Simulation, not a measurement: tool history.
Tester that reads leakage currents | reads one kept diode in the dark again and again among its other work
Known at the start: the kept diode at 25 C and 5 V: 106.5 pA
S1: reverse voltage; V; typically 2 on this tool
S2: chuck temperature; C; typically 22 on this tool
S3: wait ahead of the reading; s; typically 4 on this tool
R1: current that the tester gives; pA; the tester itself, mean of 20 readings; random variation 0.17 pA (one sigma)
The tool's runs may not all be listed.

run    hour     S1  S2    S3       R1
  1       0      2  22     4    60.86
  2    47.1      2  22     4    61.15
  3   150.8      2  22     4    61.51
  4   252.6      2  22     4    61.56
  5   347.5   4.81  22     4    92.02
  6   411.9   4.81  22     4    92.42
  7   518.9      2  25     4    82.97
  8   608.9      2  22   0.3    65.09
  9   681.9      2  22     4       64
 10   788.1      2  22     4    64.29
 11   867.5      2  31     4   145.98
 12   939.7      2  31     4   147.41
 13  1051.2      2  31     4   148.02
 14  1155.4      2  22  0.52     66.3
 15  1243.6   3.32  59  7.28  1849.23
     1252.7  -- probe card cleaned and baked
 16  1344.5   3.32  59  7.28  1863.72
 17  1444.3   3.32  59  7.28  1871.64
 18  1513.7   2.63  51  0.56   912.26
     1587.3  -- chuck's temperature calibrated
 19  1625.5   2.63  21  0.33    63.89
 20  1684.2   2.63  21  0.33     64.2
     1740.3  -- probe card cleaned and baked, once more
 21  1760.3  19.62  26  1.85   211.82
 22  1845.4  19.62  26  1.85   214.28
 23  1903.9  19.62  26  1.85   215.28
 24  1982.1   3.03  26  2.25    97.45
 25  2057.2   1.08  22     4    42.91
 26  2119.5   1.08  22  5.08    43.57
 27  2180.7   1.08  22  5.08    43.71
 28  2280.4      2  26  2.38    83.04

3 options for the next run, each taken on its own from the tool as it stands now. Forecast them:
  A  2376.8     10  54  3.08   ?
  B  2376.8  17.04  26  2.38   ?
  C  2376.8   1.65  22     4   ?

run       R1
  A  1815.99
  B    211.7
  C    52.58
Take away the tool's hidden state, keep each run's random variation, and the runs would have read:
run       R1
  A  1757.12
  B   197.95
  C    50.13

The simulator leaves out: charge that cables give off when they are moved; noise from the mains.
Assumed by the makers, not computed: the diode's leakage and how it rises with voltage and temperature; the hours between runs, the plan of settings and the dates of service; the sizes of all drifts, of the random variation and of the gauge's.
